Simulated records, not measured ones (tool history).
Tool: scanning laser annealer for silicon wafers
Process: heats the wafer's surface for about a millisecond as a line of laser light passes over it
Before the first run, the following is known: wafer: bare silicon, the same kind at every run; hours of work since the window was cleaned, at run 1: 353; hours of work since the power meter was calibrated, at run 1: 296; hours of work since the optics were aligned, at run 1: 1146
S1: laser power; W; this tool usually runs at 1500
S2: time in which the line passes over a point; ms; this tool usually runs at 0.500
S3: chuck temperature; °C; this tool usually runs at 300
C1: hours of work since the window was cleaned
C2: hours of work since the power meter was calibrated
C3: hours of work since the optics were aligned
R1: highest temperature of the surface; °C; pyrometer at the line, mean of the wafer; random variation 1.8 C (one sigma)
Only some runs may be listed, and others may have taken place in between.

run,hour,S1,S2,S3,C1,C2,C3,R1
1,0.0,1500,0.500,300,353,296,1146,1072
2,15.0,1500,0.500,300,363,307,1157,1071
3,29.4,1500,0.500,300,374,317,1167,1070
4,47.9,1500,0.500,300,387,330,1180,1069
5,61.4,1451,0.500,300,396,339,1190,1039
6,80.6,1451,0.500,300,410,353,1203,1042
7,94.8,1451,0.500,300,420,363,1213,1036
8,107.5,1451,0.500,300,429,372,1222,1036
9,116.5,1521,0.603,279,435,378,1228,1131
10,134.6,1500,0.573,287,448,391,1241,1105
11,146.6,1500,0.573,287,456,400,1250,1104
12,161.0,1500,0.618,334,467,410,1260,1181
13,173.1,1500,0.618,334,475,418,1268,1179
14,190.9,1500,0.618,326,488,431,1281,1177

Predict each of these 4 candidate next runs independently; none follows another, all start after run 14:
A,207.9,1343,0.401,310,500,443,1293,?
B,207.9,1500,0.415,287,500,443,1293,?
C,207.9,1500,0.594,300,500,443,1293,?
D,207.9,1358,0.500,321,500,443,1293,?

run,R1
A,916
B,997
C,1131
D,994
Take away the tool's hidden state, keep each run's random variation, and the runs would have read:
run,R1
A,917
B,999
C,1133
D,996
